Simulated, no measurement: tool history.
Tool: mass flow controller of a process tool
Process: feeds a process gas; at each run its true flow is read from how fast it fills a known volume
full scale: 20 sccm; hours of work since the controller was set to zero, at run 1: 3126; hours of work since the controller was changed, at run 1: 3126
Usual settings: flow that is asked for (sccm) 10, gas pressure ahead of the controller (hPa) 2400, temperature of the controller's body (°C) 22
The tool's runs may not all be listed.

run,day,flow that is asked for (sccm),gas pressure ahead of the controller (hPa),temperature of the controller's body (°C),hours of work since the controller was set to zero,hours of work since the controller was changed,true flow (%)
1,0,10,2400,22,3126,3126,98.82
2,3.204,10,2400,22,3167,3167,98.82
3,6.379,10,2400,22,3207,3207,98.85
4,10.888,10,2400,22,3264,3264,98.72
5,18.038,10,2400,22,3354,3354,98.75
6,23.525,10,2400,22,3424,3424,98.63
7,30.483,10,2400,22,3512,3512,98.76
8,35.154,10,2400,22,3571,3571,98.81
9,39.012,2,2400,22,3620,3620,93.57
10,42.192,2,2400,22,3660,3660,93.57
11,45.396,2,2400,22,3701,3701,93.48
12,51.025,10,2400,35,3772,3772,99.65
# day 51.612: controller's zero set anew
13,57.496,10,1510,22,74,3853,98.8
14,62.35,10,1510,22,136,3915,98.61
15,68.046,10,1510,22,208,3987,98.74
16,71.367,10,1510,22,250,4029,98.66
# day 75.675: controller's zero set anew, once more
17,78.017,10,2040,25,30,4113,100.18
18,85.362,8,2400,22,123,4206,99.84
19,90.425,8,2400,22,187,4270,99.95
20,96.617,10,2400,25,265,4348,100.27
21,103.958,15,1960,26,358,4441,100.44
22,107.254,6,1960,30,400,4483,100.45
23,111.146,6,1960,30,449,4532,100.54
24,118.142,7,1790,26,537,4621,100.2
25,122.567,15,1870,35,593,4677,101.28
26,130.096,2,1870,35,689,4772,99.71
27,135.688,5,2790,29,759,4843,99.91
28,140.979,5,2790,29,826,4910,99.94
29,144.079,5,2790,29,866,4949,99.96
30,148.175,3,2740,24,917,5001,99.02
31,151.233,8,1540,26,956,5039,100.21

The same runs without the tool's hidden state, with the same run-to-run variation:
The hidden state here: flow at rest that the sensor doesn't see, % of full scale; true flow over the shown one, %; drift of the gauge itself on true_pct, %.
run,true flow (%)
1,99.46
2,99.48
3,99.51
4,99.38
5,99.43
6,99.31
7,99.45
8,99.51
9,99.17
10,99.23
11,99.21
12,100.38
13,99.72
14,99.54
15,99.68
16,99.6
17,99.62
18,99.31
19,99.43
20,99.73
21,99.86
22,100.05
23,100.15
24,99.79
25,100.7
26,100.31
27,99.73
28,99.79
29,99.83
30,99.38
31,99.85
